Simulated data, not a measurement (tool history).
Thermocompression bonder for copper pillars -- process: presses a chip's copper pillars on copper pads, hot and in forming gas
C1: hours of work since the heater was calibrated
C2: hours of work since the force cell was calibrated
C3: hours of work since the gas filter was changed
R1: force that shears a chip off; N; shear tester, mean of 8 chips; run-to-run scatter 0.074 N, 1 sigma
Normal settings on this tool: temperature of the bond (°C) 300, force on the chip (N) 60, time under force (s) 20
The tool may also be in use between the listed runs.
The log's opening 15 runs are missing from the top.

{"run": 16, "hour": 196.2, "temperature of the bond (°C)": 314, "force on the chip (N)": 60, "time under force (s)": 11, "C1": 352, "C2": 481, "C3": 452, "R1": 26.92}
{"run": 17, "hour": 212.2, "temperature of the bond (°C)": 277, "force on the chip (N)": 75, "time under force (s)": 15, "C1": 361, "C2": 490, "C3": 462, "R1": 23.2}
{"run": 18, "hour": 225.8, "temperature of the bond (°C)": 300, "force on the chip (N)": 40, "time under force (s)": 21, "C1": 369, "C2": 497, "C3": 469, "R1": 23.91}
{"run": 19, "hour": 238.7, "temperature of the bond (°C)": 300, "force on the chip (N)": 40, "time under force (s)": 21, "C1": 377, "C2": 505, "C3": 477, "R1": 23.89}
{"run": 20, "hour": 251.2, "temperature of the bond (°C)": 300, "force on the chip (N)": 40, "time under force (s)": 12, "C1": 384, "C2": 512, "C3": 484, "R1": 18.9}
{"hour": 264.3, "done": "forming gas filter changed"}
{"run": 21, "hour": 268.0, "temperature of the bond (°C)": 300, "force on the chip (N)": 40, "time under force (s)": 12, "C1": 393, "C2": 521, "C3": 2, "R1": 19.3}
{"run": 22, "hour": 281.9, "temperature of the bond (°C)": 281, "force on the chip (N)": 40, "time under force (s)": 14, "C1": 401, "C2": 529, "C3": 10, "R1": 16.42}
{"run": 23, "hour": 293.1, "temperature of the bond (°C)": 273, "force on the chip (N)": 54, "time under force (s)": 12, "C1": 407, "C2": 536, "C3": 16, "R1": 16.89}
{"run": 24, "hour": 302.0, "temperature of the bond (°C)": 301, "force on the chip (N)": 54, "time under force (s)": 33, "C1": 412, "C2": 541, "C3": 22, "R1": 35.01}
{"run": 25, "hour": 316.7, "temperature of the bond (°C)": 316, "force on the chip (N)": 38, "time under force (s)": 23, "C1": 421, "C2": 549, "C3": 30, "R1": 29.03}
{"run": 26, "hour": 326.8, "temperature of the bond (°C)": 316, "force on the chip (N)": 80, "time under force (s)": 23, "C1": 426, "C2": 555, "C3": 36, "R1": 42.47}
{"run": 27, "hour": 335.5, "temperature of the bond (°C)": 282, "force on the chip (N)": 73, "time under force (s)": 20, "C1": 431, "C2": 560, "C3": 41, "R1": 27.55}
{"run": 28, "hour": 352.4, "temperature of the bond (°C)": 282, "force on the chip (N)": 73, "time under force (s)": 20, "C1": 441, "C2": 569, "C3": 50, "R1": 27.7}
{"run": 29, "hour": 362.9, "temperature of the bond (°C)": 275, "force on the chip (N)": 87, "time under force (s)": 27, "C1": 447, "C2": 575, "C3": 56, "R1": 31.65}
{"run": 30, "hour": 375.8, "temperature of the bond (°C)": 293, "force on the chip (N)": 42, "time under force (s)": 45, "C1": 454, "C2": 583, "C3": 64, "R1": 31.6}

Forecast each of these 5 alternatives for the next run:
{"run": "A", "hour": 390.0, "temperature of the bond (°C)": 276, "force on the chip (N)": 42, "time under force (s)": 45, "C1": 463, "C2": 591, "C3": 72, "R1": "?"}
{"run": "B", "hour": 390.0, "temperature of the bond (°C)": 273, "force on the chip (N)": 38, "time under force (s)": 28, "C1": 463, "C2": 591, "C3": 72, "R1": "?"}
{"run": "C", "hour": 390.0, "temperature of the bond (°C)": 299, "force on the chip (N)": 86, "time under force (s)": 12, "C1": 463, "C2": 591, "C3": 72, "R1": "?"}
{"run": "D", "hour": 390.0, "temperature of the bond (°C)": 291, "force on the chip (N)": 84, "time under force (s)": 45, "C1": 463, "C2": 591, "C3": 72, "R1": "?"}
{"run": "E", "hour": 390.0, "temperature of the bond (°C)": 300, "force on the chip (N)": 87, "time under force (s)": 23, "C1": 463, "C2": 591, "C3": 72, "R1": "?"}

run=A R1=26.18
run=B R1=19.53
run=C R1=29.81
run=D R1=43.87
run=E R1=38.34
With no hidden state in the tool, these same runs would have given:
run=A R1=26.97
run=B R1=20.16
run=C R1=30.68
run=D R1=44.97
run=E R1=39.37
